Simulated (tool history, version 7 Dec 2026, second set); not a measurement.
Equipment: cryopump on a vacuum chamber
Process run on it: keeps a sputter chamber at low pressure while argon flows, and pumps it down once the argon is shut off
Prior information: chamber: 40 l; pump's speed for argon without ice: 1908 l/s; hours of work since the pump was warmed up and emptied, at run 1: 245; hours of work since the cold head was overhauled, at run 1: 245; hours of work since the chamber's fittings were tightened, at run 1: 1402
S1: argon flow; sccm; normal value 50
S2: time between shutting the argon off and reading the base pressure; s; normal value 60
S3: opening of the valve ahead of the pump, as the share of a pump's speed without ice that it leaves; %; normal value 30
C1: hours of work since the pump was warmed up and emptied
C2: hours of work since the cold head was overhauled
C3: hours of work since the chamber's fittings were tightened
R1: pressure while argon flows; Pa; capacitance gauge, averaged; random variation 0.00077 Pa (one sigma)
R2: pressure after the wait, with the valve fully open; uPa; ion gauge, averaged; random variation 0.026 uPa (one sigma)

{"run": 1, "hour": 0.0, "S1": 50, "S2": 60, "S3": 30, "C1": 245, "C2": 245, "C3": 1402, "R1": 0.1516, "R2": 1.51}
{"run": 2, "hour": 17.0, "S1": 50, "S2": 60, "S3": 30, "C1": 257, "C2": 257, "C3": 1414, "R1": 0.1529, "R2": 1.54}
{"run": 3, "hour": 32.2, "S1": 50, "S2": 96, "S3": 30, "C1": 269, "C2": 269, "C3": 1425, "R1": 0.1533, "R2": 1.23}
{"run": 4, "hour": 43.6, "S1": 50, "S2": 96, "S3": 30, "C1": 277, "C2": 277, "C3": 1434, "R1": 0.1529, "R2": 1.2}
{"run": 5, "hour": 53.8, "S1": 50, "S2": 96, "S3": 30, "C1": 284, "C2": 284, "C3": 1441, "R1": 0.1541, "R2": 1.18}
{"run": 6, "hour": 70.3, "S1": 50, "S2": 96, "S3": 30, "C1": 296, "C2": 296, "C3": 1453, "R1": 0.1542, "R2": 1.16}
{"run": 7, "hour": 78.6, "S1": 50, "S2": 57, "S3": 30, "C1": 302, "C2": 302, "C3": 1459, "R1": 0.1526, "R2": 1.57}
{"run": 8, "hour": 94.3, "S1": 50, "S2": 60, "S3": 30, "C1": 314, "C2": 314, "C3": 1471, "R1": 0.1534, "R2": 1.58}
{"run": 9, "hour": 106.0, "S1": 50, "S2": 65, "S3": 30, "C1": 322, "C2": 322, "C3": 1479, "R1": 0.1539, "R2": 1.45}
{"run": 10, "hour": 121.1, "S1": 50, "S2": 65, "S3": 30, "C1": 334, "C2": 334, "C3": 1490, "R1": 0.1538, "R2": 1.4}
{"run": 11, "hour": 129.9, "S1": 50, "S2": 65, "S3": 30, "C1": 340, "C2": 340, "C3": 1497, "R1": 0.1545, "R2": 1.5}
{"run": 12, "hour": 145.0, "S1": 91, "S2": 60, "S3": 30, "C1": 351, "C2": 351, "C3": 1508, "R1": 0.2803, "R2": 1.58}
{"run": 13, "hour": 154.8, "S1": 91, "S2": 60, "S3": 30, "C1": 358, "C2": 358, "C3": 1515, "R1": 0.279, "R2": 1.58}
{"run": 14, "hour": 172.6, "S1": 91, "S2": 60, "S3": 30, "C1": 371, "C2": 371, "C3": 1528, "R1": 0.282, "R2": 1.59}
{"run": 15, "hour": 189.2, "S1": 91, "S2": 60, "S3": 30, "C1": 383, "C2": 383, "C3": 1540, "R1": 0.2833, "R2": 1.58}
{"run": 16, "hour": 200.1, "S1": 91, "S2": 60, "S3": 30, "C1": 391, "C2": 391, "C3": 1548, "R1": 0.2806, "R2": 1.55}
{"run": 17, "hour": 212.7, "S1": 50, "S2": 194, "S3": 30, "C1": 401, "C2": 401, "C3": 1557, "R1": 0.1554, "R2": 0.95}
{"run": 18, "hour": 221.9, "S1": 33, "S2": 261, "S3": 30, "C1": 407, "C2": 407, "C3": 1564, "R1": 0.1021, "R2": 0.82}
{"run": 19, "hour": 237.2, "S1": 21, "S2": 49, "S3": 23, "C1": 418, "C2": 418, "C3": 1575, "R1": 0.0844, "R2": 1.85}
{"run": 20, "hour": 246.1, "S1": 21, "S2": 49, "S3": 23, "C1": 425, "C2": 425, "C3": 1582, "R1": 0.0842, "R2": 1.85}
{"run": 21, "hour": 261.8, "S1": 96, "S2": 31, "S3": 28, "C1": 436, "C2": 436, "C3": 1593, "R1": 0.3208, "R2": 2.53}
{"run": 22, "hour": 277.3, "S1": 96, "S2": 231, "S3": 22, "C1": 448, "C2": 448, "C3": 1605, "R1": 0.4022, "R2": 0.93}
{"run": 23, "hour": 286.3, "S1": 96, "S2": 231, "S3": 22, "C1": 454, "C2": 454, "C3": 1611, "R1": 0.4019, "R2": 0.96}
{"run": 24, "hour": 301.5, "S1": 96, "S2": 231, "S3": 22, "C1": 466, "C2": 466, "C3": 1622, "R1": 0.405, "R2": 0.96}
{"run": 25, "hour": 315.1, "S1": 57, "S2": 269, "S3": 22, "C1": 475, "C2": 475, "C3": 1632, "R1": 0.2391, "R2": 0.9}
{"run": 26, "hour": 330.2, "S1": 57, "S2": 269, "S3": 22, "C1": 487, "C2": 487, "C3": 1643, "R1": 0.2392, "R2": 0.96}
{"run": 27, "hour": 343.2, "S1": 57, "S2": 156, "S3": 44, "C1": 496, "C2": 496, "C3": 1653, "R1": 0.1249, "R2": 1.09}
{"run": 28, "hour": 357.5, "S1": 82, "S2": 48, "S3": 44, "C1": 506, "C2": 506, "C3": 1663, "R1": 0.1808, "R2": 1.99}
{"run": 29, "hour": 373.3, "S1": 42, "S2": 48, "S3": 24, "C1": 518, "C2": 518, "C3": 1675, "R1": 0.1637, "R2": 1.94}
{"run": 30, "hour": 384.3, "S1": 50, "S2": 111, "S3": 22, "C1": 526, "C2": 526, "C3": 1683, "R1": 0.212, "R2": 1.23}
{"run": 31, "hour": 398.2, "S1": 50, "S2": 60, "S3": 48, "C1": 536, "C2": 536, "C3": 1693, "R1": 0.1024, "R2": 1.66}
{"run": 32, "hour": 405.6, "S1": 20, "S2": 126, "S3": 30, "C1": 542, "C2": 542, "C3": 1699, "R1": 0.0636, "R2": 1.1}
{"run": 33, "hour": 421.3, "S1": 41, "S2": 126, "S3": 30, "C1": 553, "C2": 553, "C3": 1710, "R1": 0.1296, "R2": 1.23}

Branching from run 33: 3 alternative next runs. What would each branch give?
{"run": "A", "hour": 433.1, "S1": 28, "S2": 31, "S3": 17, "C1": 562, "C2": 562, "C3": 1719, "R1": "?", "R2": "?"}
{"run": "B", "hour": 433.1, "S1": 52, "S2": 126, "S3": 30, "C1": 562, "C2": 562, "C3": 1719, "R1": "?", "R2": "?"}
{"run": "C", "hour": 433.1, "S1": 24, "S2": 108, "S3": 18, "C1": 562, "C2": 562, "C3": 1719, "R1": "?", "R2": "?"}

run=A R1=0.1512 R2=2.61
run=B R1=0.1656 R2=1.2
run=C R1=0.1224 R2=1.31
The same runs, with their run-to-run variation unchanged, on a tool lacking any hidden condition would have given:
run=A R1=0.145 R2=2
run=B R1=0.154 R2=0.6
run=C R1=0.1171 R2=0.7

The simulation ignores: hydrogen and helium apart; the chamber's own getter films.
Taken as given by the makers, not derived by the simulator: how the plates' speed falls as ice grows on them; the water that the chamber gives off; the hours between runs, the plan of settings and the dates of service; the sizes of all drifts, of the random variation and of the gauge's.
